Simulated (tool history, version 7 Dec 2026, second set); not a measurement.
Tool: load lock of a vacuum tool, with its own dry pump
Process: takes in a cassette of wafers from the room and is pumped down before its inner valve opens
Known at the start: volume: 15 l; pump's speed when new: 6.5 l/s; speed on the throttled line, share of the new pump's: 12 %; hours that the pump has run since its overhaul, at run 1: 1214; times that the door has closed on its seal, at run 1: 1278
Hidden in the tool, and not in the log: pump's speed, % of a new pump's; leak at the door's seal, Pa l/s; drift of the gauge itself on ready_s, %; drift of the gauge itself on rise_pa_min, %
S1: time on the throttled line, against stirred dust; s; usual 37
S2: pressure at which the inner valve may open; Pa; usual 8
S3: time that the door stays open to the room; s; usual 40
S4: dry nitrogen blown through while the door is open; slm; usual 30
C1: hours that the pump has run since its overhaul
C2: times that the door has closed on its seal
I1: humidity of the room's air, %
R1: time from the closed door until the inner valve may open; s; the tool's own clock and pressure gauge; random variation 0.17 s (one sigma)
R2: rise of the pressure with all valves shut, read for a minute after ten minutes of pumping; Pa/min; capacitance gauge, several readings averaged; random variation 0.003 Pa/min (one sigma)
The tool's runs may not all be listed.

{"run": 1, "hour": 0.0, "S1": 37, "S2": 8, "S3": 40, "S4": 30, "C1": 1214, "C2": 1278, "I1": 44.7, "R1": 55.1, "R2": 0.019}
{"run": 2, "hour": 53.3, "S1": 37, "S2": 8, "S3": 40, "S4": 30, "C1": 1267, "C2": 1538, "I1": 44.7, "R1": 54.8, "R2": 0.024}
{"run": 3, "hour": 146.0, "S1": 37, "S2": 8, "S3": 40, "S4": 30, "C1": 1360, "C2": 1989, "I1": 44.1, "R1": 55.4, "R2": 0.023}
{"run": 4, "hour": 195.5, "S1": 37, "S2": 8, "S3": 40, "S4": 30, "C1": 1409, "C2": 2230, "I1": 44.8, "R1": 55.0, "R2": 0.025}
{"run": 5, "hour": 251.4, "S1": 37, "S2": 15, "S3": 40, "S4": 30, "C1": 1465, "C2": 2503, "I1": 43.4, "R1": 53.5, "R2": 0.027}
{"run": 6, "hour": 342.2, "S1": 37, "S2": 8, "S3": 29, "S4": 30, "C1": 1556, "C2": 2945, "I1": 45.4, "R1": 54.9, "R2": 0.028}
{"run": 7, "hour": 430.9, "S1": 37, "S2": 8, "S3": 29, "S4": 30, "C1": 1645, "C2": 3377, "I1": 45.2, "R1": 55.0, "R2": 0.02}
{"run": 8, "hour": 493.4, "S1": 37, "S2": 8, "S3": 40, "S4": 20, "C1": 1707, "C2": 3682, "I1": 44.0, "R1": 55.0, "R2": 0.029}
{"run": 9, "hour": 543.3, "S1": 37, "S2": 8, "S3": 40, "S4": 20, "C1": 1757, "C2": 3925, "I1": 46.4, "R1": 54.9, "R2": 0.038}
{"run": 10, "hour": 650.7, "S1": 37, "S2": 8, "S3": 40, "S4": 20, "C1": 1865, "C2": 4448, "I1": 42.1, "R1": 54.9, "R2": 0.032}
{"run": 11, "hour": 732.0, "S1": 60, "S2": 8, "S3": 40, "S4": 30, "C1": 1946, "C2": 4845, "I1": 44.3, "R1": 75.2, "R2": 0.029}
{"run": 12, "hour": 849.4, "S1": 60, "S2": 8, "S3": 40, "S4": 30, "C1": 2063, "C2": 5417, "I1": 49.4, "R1": 75.0, "R2": 0.033}
{"run": 13, "hour": 948.1, "S1": 37, "S2": 8, "S3": 40, "S4": 30, "C1": 2162, "C2": 5897, "I1": 44.6, "R1": 55.2, "R2": 0.031}
{"run": 14, "hour": 1063.1, "S1": 37, "S2": 8, "S3": 40, "S4": 30, "C1": 2277, "C2": 6458, "I1": 45.9, "R1": 55.0, "R2": 0.033}
{"run": 15, "hour": 1181.7, "S1": 37, "S2": 8, "S3": 40, "S4": 30, "C1": 2396, "C2": 7035, "I1": 45.3, "R1": 55.3, "R2": 0.038}
{"run": 16, "hour": 1264.1, "S1": 37, "S2": 8, "S3": 40, "S4": 30, "C1": 2478, "C2": 7437, "I1": 42.4, "R1": 55.2, "R2": 0.035}
{"run": 17, "hour": 1351.3, "S1": 37, "S2": 8, "S3": 40, "S4": 30, "C1": 2565, "C2": 7862, "I1": 43.9, "R1": 55.2, "R2": 0.03}
{"run": 18, "hour": 1458.1, "S1": 65, "S2": 8, "S3": 203, "S4": 25, "C1": 2672, "C2": 8382, "I1": 43.0, "R1": 79.3, "R2": 0.065}
{"run": 19, "hour": 1516.1, "S1": 31, "S2": 8, "S3": 141, "S4": 25, "C1": 2730, "C2": 8665, "I1": 45.5, "R1": 50.2, "R2": 0.056}
{"run": 20, "hour": 1622.9, "S1": 31, "S2": 8, "S3": 141, "S4": 25, "C1": 2837, "C2": 9185, "I1": 44.5, "R1": 49.9, "R2": 0.057}
{"run": 21, "hour": 1701.5, "S1": 20, "S2": 8, "S3": 51, "S4": 30, "C1": 2915, "C2": 9568, "I1": 41.0, "R1": 40.4, "R2": 0.045}
{"run": 22, "hour": 1810.4, "S1": 37, "S2": 12, "S3": 40, "S4": 30, "C1": 3024, "C2": 10098, "I1": 49.0, "R1": 53.9, "R2": 0.039}
{"run": 23, "hour": 1916.0, "S1": 37, "S2": 11, "S3": 40, "S4": 8, "C1": 3130, "C2": 10613, "I1": 43.5, "R1": 54.5, "R2": 0.061}
{"run": 24, "hour": 1990.7, "S1": 37, "S2": 11, "S3": 40, "S4": 8, "C1": 3205, "C2": 10977, "I1": 47.4, "R1": 54.6, "R2": 0.063}
{"run": 25, "hour": 2054.8, "S1": 37, "S2": 11, "S3": 40, "S4": 8, "C1": 3269, "C2": 11289, "I1": 44.5, "R1": 54.4, "R2": 0.058}
{"run": 26, "hour": 2139.7, "S1": 37, "S2": 11, "S3": 40, "S4": 8, "C1": 3354, "C2": 11703, "I1": 43.2, "R1": 54.6, "R2": 0.06}
{"run": 27, "hour": 2191.9, "S1": 24, "S2": 11, "S3": 30, "S4": 19, "C1": 3406, "C2": 11957, "I1": 45.4, "R1": 43.2, "R2": 0.047}
{"run": 28, "hour": 2290.0, "S1": 28, "S2": 11, "S3": 157, "S4": 20, "C1": 3504, "C2": 12435, "I1": 46.5, "R1": 46.7, "R2": 0.074}
{"run": 29, "hour": 2398.6, "S1": 61, "S2": 8, "S3": 40, "S4": 30, "C1": 3613, "C2": 12964, "I1": 46.2, "R1": 76.4, "R2": 0.047}
{"run": 30, "hour": 2466.6, "S1": 61, "S2": 8, "S3": 40, "S4": 6, "C1": 3680, "C2": 13295, "I1": 45.3, "R1": 76.2, "R2": 0.068}
{"run": 31, "hour": 2577.6, "S1": 61, "S2": 8, "S3": 40, "S4": 6, "C1": 3792, "C2": 13836, "I1": 49.7, "R1": 76.0, "R2": 0.075}

3 ways to go on from here, each from the tool as it stands after run 31. What would each give?
{"run": "A", "hour": 2638.1, "S1": 37, "S2": 6, "S3": 40, "S4": 44, "C1": 3852, "C2": 14131, "I1": 44.8, "R1": "?", "R2": "?"}
{"run": "B", "hour": 2638.1, "S1": 22, "S2": 16, "S3": 40, "S4": 6, "C1": 3852, "C2": 14131, "I1": 44.9, "R1": "?", "R2": "?"}
{"run": "C", "hour": 2638.1, "S1": 61, "S2": 8, "S3": 194, "S4": 6, "C1": 3852, "C2": 14131, "I1": 39.2, "R1": "?", "R2": "?"}

run=A R1=56.1 R2=0.043
run=B R1=40.5 R2=0.071
run=C R1=76.7 R2=0.114
Without the tool's hidden state the same runs would have given:
run=A R1=55.1 R2=0.012
run=B R1=39.6 R2=0.040
run=C R1=76.0 R2=0.083

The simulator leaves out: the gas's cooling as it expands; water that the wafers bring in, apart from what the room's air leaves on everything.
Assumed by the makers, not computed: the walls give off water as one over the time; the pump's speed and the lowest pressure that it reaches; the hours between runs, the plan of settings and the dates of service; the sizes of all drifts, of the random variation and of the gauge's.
